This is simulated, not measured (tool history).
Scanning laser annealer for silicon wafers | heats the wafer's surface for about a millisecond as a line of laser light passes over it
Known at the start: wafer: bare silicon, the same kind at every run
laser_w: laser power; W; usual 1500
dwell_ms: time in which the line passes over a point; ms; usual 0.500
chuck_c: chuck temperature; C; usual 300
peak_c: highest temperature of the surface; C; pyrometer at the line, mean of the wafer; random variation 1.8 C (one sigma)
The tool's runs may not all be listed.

| run | hour | laser_w | dwell_ms | chuck_c | peak_c |
|---|---|---|---|---|---|
| 1 | 0.0 | 1500 | 0.500 | 300 | 1057 |
| 2 | 15.7 | 1500 | 0.500 | 300 | 1061 |
| 3 | 27.3 | 1500 | 0.500 | 300 | 1061 |
| 4 | 41.4 | 1500 | 0.500 | 300 | 1063 |
| 5 | 49.9 | 1500 | 0.500 | 300 | 1058 |
| 6 | 60.8 | 1500 | 0.500 | 300 | 1055 |
| 7 | 72.8 | 1500 | 0.500 | 300 | 1055 |
| 8 | 81.1 | 1500 | 0.500 | 300 | 1058 |
| 9 | 92.2 | 1500 | 0.355 | 300 | 919 |
| 10 | 108.8 | 1500 | 0.355 | 300 | 921 |
| 11 | 125.7 | 1405 | 0.500 | 300 | 1002 |
| 12 | 134.9 | 1405 | 0.500 | 300 | 1002 |
| 13 | 152.0 | 1405 | 0.500 | 300 | 1000 |
| 14 | 161.1 | 1405 | 0.500 | 300 | 999 |
| 15 | 176.2 | 1405 | 0.500 | 300 | 999 |
| 16 | 187.3 | 1405 | 0.500 | 300 | 999 |
| 17 | 201.9 | 1405 | 0.500 | 300 | 998 |
| 18 | 219.0 | 1405 | 0.500 | 300 | 1000 |
| 19 | 234.7 | 1405 | 0.500 | 300 | 998 |
| 20 | 248.7 | 1500 | 0.523 | 300 | 1071 |
| 21 | 259.0 | 1505 | 0.573 | 320 | 1136 |
| 22 | 271.1 | 1630 | 0.573 | 320 | 1214 |
| 23 | 285.3 | 1395 | 0.456 | 293 | 944 |
| 24 | 295.0 | 1395 | 0.456 | 338 | 992 |
| 25 | 308.2 | 1395 | 0.456 | 338 | 993 |
| 26 | 322.8 | 1468 | 0.561 | 300 | 1081 |
| 27 | 334.0 | 1469 | 0.369 | 268 | 881 |
| 28 | 347.1 | 1492 | 0.586 | 300 | 1113 |
| 29 | 359.7 | 1492 | 0.586 | 300 | 1113 |
| 30 | 366.6 | 1446 | 0.526 | 300 | 1035 |
| 31 | 376.9 | 1414 | 0.431 | 295 | 938 |
| 32 | 393.8 | 1500 | 0.532 | 300 | 1074 |
| 33 | 401.5 | 1609 | 0.584 | 293 | 1172 |
| 34 | 415.7 | 1609 | 0.519 | 299 | 1129 |
| 35 | 423.5 | 1609 | 0.519 | 336 | 1163 |
|  | 430.7 | optics aligned, line set to its width |
| 36 | 435.7 | 1609 | 0.519 | 336 | 1168 |
| 37 | 451.0 | 1609 | 0.519 | 336 | 1172 |
| 38 | 460.9 | 1609 | 0.519 | 336 | 1173 |
| 39 | 475.9 | 1567 | 0.500 | 261 | 1055 |
| 40 | 493.0 | 1567 | 0.500 | 261 | 1050 |

Forecast each of these 3 alternatives for the next run:
| A | 503.7 | 1621 | 0.420 | 296 | ? |
| B | 503.7 | 1389 | 0.500 | 300 | ? |
| C | 503.7 | 1500 | 0.500 | 281 | ? |

| run | peak_c |
|---|---|
| A | 1037 |
| B | 992 |
| C | 1035 |
Without the tool's hidden state the same runs would have given:
| run | peak_c |
|---|---|
| A | 1055 |
| B | 1009 |
| C | 1053 |
